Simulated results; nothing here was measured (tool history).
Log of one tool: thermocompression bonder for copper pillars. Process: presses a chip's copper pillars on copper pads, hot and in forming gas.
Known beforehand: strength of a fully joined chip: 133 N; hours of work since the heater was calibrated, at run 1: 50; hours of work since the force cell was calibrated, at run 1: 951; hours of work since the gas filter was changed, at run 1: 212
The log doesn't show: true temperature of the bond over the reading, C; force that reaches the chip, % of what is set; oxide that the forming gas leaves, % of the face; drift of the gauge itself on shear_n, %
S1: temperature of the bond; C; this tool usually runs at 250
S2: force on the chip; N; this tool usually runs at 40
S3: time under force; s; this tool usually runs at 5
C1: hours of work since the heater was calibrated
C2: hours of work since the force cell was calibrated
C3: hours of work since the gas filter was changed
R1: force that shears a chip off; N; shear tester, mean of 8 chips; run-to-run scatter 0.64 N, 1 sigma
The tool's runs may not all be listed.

run,day,S1,S2,S3,C1,C2,C3,R1
1,0,250,40,5,50,951,212,52.1
2,1.296,250,40,5,69,971,231,52
3,3.292,250,40,5,99,1001,261,50.4
4,4.608,250,40,11,119,1020,281,67.5
# day 6.021: forming gas filter changed
5,6.425,250,40,5,146,1047,6,53
6,8.638,250,40,5,179,1081,39,51.9
7,10.633,250,26,5,209,1110,69,32.3
8,12.354,229,26,5,235,1136,95,22.2
9,14.2,264,40,5,263,1164,123,58.5
10,15.525,225,31,5,282,1184,143,23.9

For each entry between runs, how does the tool's hidden state at the last listed run before it compare with that at the first listed run after it?
In the gap between runs 4 and 5: forming gas filter changed (day 6.021)
  true temperature of the bond over the reading, C: -2.5 -> -3.1; force that reaches the chip, % of what is set: 97.3 -> 97.2; oxide that the forming gas leaves, % of the face: 3.59 -> 0.61
  measured less the result without the state, R1: -6 -> -4.1 N
